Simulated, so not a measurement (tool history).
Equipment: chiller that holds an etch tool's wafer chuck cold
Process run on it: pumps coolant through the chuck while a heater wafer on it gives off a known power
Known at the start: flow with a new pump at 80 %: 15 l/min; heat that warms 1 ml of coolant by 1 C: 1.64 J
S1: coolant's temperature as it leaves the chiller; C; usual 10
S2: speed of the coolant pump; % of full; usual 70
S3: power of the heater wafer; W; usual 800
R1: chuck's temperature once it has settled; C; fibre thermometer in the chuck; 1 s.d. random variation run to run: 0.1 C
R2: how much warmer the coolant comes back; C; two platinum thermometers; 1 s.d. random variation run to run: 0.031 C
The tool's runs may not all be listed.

Run 1, hour 0.0: usual settings. Result: R1 15.3 C, R2 2.23 C.
Run 2, hour 66.3: usual settings. Result: R1 15.3 C, R2 2.31 C.
Run 3, hour 110.6: usual settings but S2 80 % of full. Result: R1 14.8 C, R2 2.02 C.
Run 4, hour 138.6: usual settings but S2 80 % of full. Result: R1 14.9 C, R2 2.06 C.
Run 5, hour 201.6: usual settings but S2 80 % of full. Result: R1 14.8 C, R2 2.04 C.
Run 6, hour 267.5: usual settings but S3 415 W. Result: R1 12.9 C, R2 1.26 C.
Run 7, hour 325.8: usual settings. Result: R1 15.4 C, R2 2.39 C.
Run 8, hour 358.7: usual settings but S3 580 W. Result: R1 13.8 C, R2 1.73 C.
Run 9, hour 391.7: usual settings but S3 580 W. Result: R1 13.9 C, R2 1.73 C.
Run 10, hour 426.4: usual settings but S3 714 W. Result: R1 14.7 C, R2 2.14 C.
Run 11, hour 470.7: usual settings but S1 6 C. Result: R1 11.4 C, R2 2.36 C.
Run 12, hour 536.7: usual settings but S1 6 C. Result: R1 11.2 C, R2 2.43 C.
Run 13, hour 564.1: usual settings but S3 519 W. Result: R1 13.3 C, R2 1.66 C.
Run 14, hour 592.5: usual settings but S1 4 C, S3 683 W. Result: R1 8.5 C, R2 2.14 C.
Run 15, hour 623.6: usual settings but S1 12 C, S2 80 % of full, S3 712 W. Result: R1 16.3 C, R2 1.98 C.
Run 16, hour 651.6: usual settings but S1 12 C, S2 80 % of full, S3 712 W. Result: R1 16.3 C, R2 1.99 C.
Run 17, hour 710.5: usual settings but S3 563 W. Result: R1 13.8 C, R2 1.85 C.
Run 18, hour 757.3: usual settings but S2 85 % of full, S3 407 W. Result: R1 12.3 C, R2 1.21 C.
Run 19, hour 823.2: usual settings but S1 4 C, S2 94 % of full. Result: R1 8.2 C, R2 1.93 C.
At hour 829.9: gauge calibrated.
Run 20, hour 858.1: usual settings but S1 4 C, S3 1057 W. Result: R1 11.0 C, R2 2.92 C.
Run 21, hour 891.7: usual settings but S1 4 C, S3 628 W. Result: R1 8.1 C, R2 1.81 C.
Run 22, hour 923.1: usual settings but S1 11 C, S2 88 % of full, S3 628 W. Result: R1 14.4 C, R2 1.45 C.
Run 23, hour 990.9: usual settings but S1 20 C, S2 74 % of full, S3 458 W. Result: R1 22.9 C, R2 1.28 C.
Run 24, hour 1032.6: usual settings but S1 9 C, S2 82 % of full. Result: R1 13.8 C, R2 2.01 C.
Run 25, hour 1100.7: usual settings but S2 61 % of full, S3 1149 W. Result: R1 18.5 C, R2 3.80 C.
Run 26, hour 1147.6: usual settings but S2 61 % of full, S3 1149 W. Result: R1 18.6 C, R2 3.77 C.

Selected run-to-run steps in R2, each split into two signed amounts: the part the tool would show with no hidden state at all (from settings, incoming material and random variation), and the remainder, which goes to the hidden state together with any gauge scatter not common to the measured and the hidden-state-free results:
The hidden state here: heat passed by the chuck's channels, % of clean ones'; flow at a given pump speed, % of a new pump's; coolant's true temperature over the reading, C; drift of the gauge itself on chuck_c, C; drift of the gauge itself on warmer_back_c, C.
Run 6 -> 7: S3 415 -> 800. R2 +1.13 C: hidden state +0.02, all else +1.11.
Run 19 -> 20: S2 94 -> 70, S3 800 -> 1057, gauge calibrated. R2 +0.99 C: hidden state -0.27, all else +1.26.
Run 22 -> 23: S1 11 -> 20, S2 88 -> 74, S3 628 -> 458. R2 -0.17 C: hidden state +0.03, all else -0.20.
Run 24 -> 25: S1 9 -> 10, S2 82 -> 61, S3 800 -> 1149. R2 +1.79 C: hidden state +0.02, all else +1.77.
